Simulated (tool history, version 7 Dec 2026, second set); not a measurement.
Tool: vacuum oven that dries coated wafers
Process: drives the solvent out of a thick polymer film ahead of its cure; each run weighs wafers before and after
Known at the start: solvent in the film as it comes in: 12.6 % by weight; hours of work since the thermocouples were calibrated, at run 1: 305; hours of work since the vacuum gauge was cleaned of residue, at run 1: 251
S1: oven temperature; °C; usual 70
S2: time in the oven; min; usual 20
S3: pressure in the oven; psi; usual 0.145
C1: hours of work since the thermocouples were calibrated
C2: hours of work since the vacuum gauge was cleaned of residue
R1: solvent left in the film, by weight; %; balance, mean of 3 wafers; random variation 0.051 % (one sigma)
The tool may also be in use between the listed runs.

Run 1, hour 0.0: usual settings; C1 305; C2 251. Result: R1 1.13 %.
Run 2, hour 18.8: usual settings; C1 314; C2 259. Result: R1 1.06 %.
Run 3, hour 35.6: usual settings; C1 321; C2 267. Result: R1 1.18 %.
Run 4, hour 48.6: usual settings but S1 56 °C; C1 327; C2 273. Result: R1 4.37 %.
Run 5, hour 58.4: usual settings but S1 56 °C; C1 332; C2 277. Result: R1 4.27 %.
Run 6, hour 72.4: usual settings but S1 56 °C; C1 338; C2 284. Result: R1 4.23 %.
Run 7, hour 85.7: usual settings but S1 56 °C; C1 344; C2 290. Result: R1 4.41 %.
Run 8, hour 108.2: usual settings but S1 56 °C; C1 354; C2 300. Result: R1 4.49 %.
Run 9, hour 131.5: usual settings; C1 365; C2 310. Result: R1 1.11 %.
Run 10, hour 151.7: usual settings; C1 374; C2 320. Result: R1 1.10 %.
Run 11, hour 173.1: usual settings but S3 0.155 psi; C1 384; C2 329. Result: R1 1.20 %.
Run 12, hour 191.5: usual settings but S3 0.444 psi; C1 392; C2 338. Result: R1 1.95 %.
Run 13, hour 205.6: usual settings but S3 0.444 psi; C1 398; C2 344. Result: R1 2.09 %.
Run 14, hour 217.6: usual settings; C1 404; C2 349. Result: R1 1.17 %.
Run 15, hour 230.5: usual settings; C1 410; C2 355. Result: R1 1.07 %.
Run 16, hour 240.1: usual settings; C1 414; C2 360. Result: R1 1.21 %.
Run 17, hour 261.6: usual settings but S3 0.191 psi; C1 424; C2 369. Result: R1 1.29 %.
Run 18, hour 285.3: usual settings but S2 14 min; C1 435; C2 380. Result: R1 1.97 %.
Run 19, hour 309.0: usual settings but S2 29 min; C1 445; C2 391. Result: R1 0.63 %.
Run 20, hour 330.7: usual settings but S1 68 °C; C1 455; C2 401. Result: R1 1.49 %.
Run 21, hour 341.3: usual settings but S1 68 °C; C1 460; C2 406. Result: R1 1.48 %.
Run 22, hour 357.2: usual settings but S2 18 min; C1 467; C2 413. Result: R1 1.37 %.
Run 23, hour 367.8: usual settings; C1 472; C2 418. Result: R1 1.09 %.
Run 24, hour 388.3: usual settings but S2 33 min, S3 0.183 psi; C1 481; C2 427. Result: R1 0.71 %.
Run 25, hour 408.8: usual settings but S2 33 min, S3 0.183 psi; C1 491; C2 436. Result: R1 0.65 %.
Run 26, hour 425.7: usual settings but S1 59 °C, S3 0.115 psi; C1 498; C2 444. Result: R1 3.43 %.
Run 27, hour 445.7: usual settings but S1 61 °C, S2 32 min, S3 0.077 psi; C1 507; C2 453. Result: R1 1.39 %.
Run 28, hour 461.4: usual settings but S1 61 °C, S2 32 min, S3 0.077 psi; C1 514; C2 460. Result: R1 1.39 %.
At hour 464.7: vacuum gauge cleaned of residue and calibrated.
Run 29, hour 485.2: usual settings but S1 65 °C, S3 0.413 psi; C1 524; C2 9. Result: R1 3.06 %.
Run 30, hour 507.0: usual settings but S3 0.168 psi; C1 534; C2 19. Result: R1 1.27 %.
Run 31, hour 518.9: usual settings but S3 0.306 psi; C1 540; C2 25. Result: R1 1.56 %.
Run 32, hour 533.7: usual settings but S1 72 °C; C1 546; C2 31. Result: R1 1.00 %.
At hour 552.2: vacuum gauge cleaned of residue and calibrated, once more.
Run 33, hour 557.6: usual settings but S1 60 °C, S3 0.571 psi; C1 557; C2 2. Result: R1 5.03 %.
Run 34, hour 574.6: usual settings but S2 18 min; C1 564; C2 10. Result: R1 1.38 %.
Run 35, hour 585.4: usual settings but S2 18 min; C1 569; C2 15. Result: R1 1.37 %.
Run 36, hour 603.8: usual settings but S1 78 °C, S2 23 min; C1 578; C2 23. Result: R1 0.37 %.
Run 37, hour 619.2: usual settings but S1 78 °C, S2 23 min; C1 585; C2 30. Result: R1 0.52 %.
Run 38, hour 628.8: usual settings but S2 11 min, S3 0.284 psi; C1 589; C2 35. Result: R1 3.26 %.
Run 39, hour 643.1: usual settings but S1 85 °C, S2 30 min, S3 0.128 psi; C1 595; C2 41. Result: R1 0.16 %.
Run 40, hour 660.7: usual settings but S2 22 min; C1 603; C2 49. Result: R1 0.97 %.
Run 41, hour 674.5: usual settings but S2 22 min; C1 610; C2 55. Result: R1 1.01 %.
Run 42, hour 687.4: usual settings but S2 12 min; C1 616; C2 61. Result: R1 2.58 %.
Run 43, hour 703.8: usual settings but S2 12 min; C1 623; C2 69. Result: R1 2.44 %.
Run 44, hour 718.8: usual settings but S2 29 min; C1 630; C2 76. Result: R1 0.79 %.
Run 45, hour 736.3: usual settings but S2 36 min; C1 638; C2 84. Result: R1 0.55 %.
Run 46, hour 746.3: usual settings but S1 78 °C, S2 32 min, S3 0.170 psi; C1 642; C2 88. Result: R1 0.40 %.

Hidden state at the last listed run before each entry between runs and at the first one after, where it differs:
Between runs 28 and 29: vacuum gauge cleaned of residue and calibrated (hour 464.7)
  true wafer temperature over the reading, C: -1.03 -> -1.05; true pressure over the reading, kPa: 0.062 -> 0.095
  measured less the result without the state, R1: +0.21 -> +0.29 %
Between runs 32 and 33: vacuum gauge cleaned of residue and calibrated, once more (hour 552.2)
  true wafer temperature over the reading, C: -1.09 -> -1.1; true pressure over the reading, kPa: 0.097 -> 0.013
  measured less the result without the state, R1: +0.16 -> +0.34 %
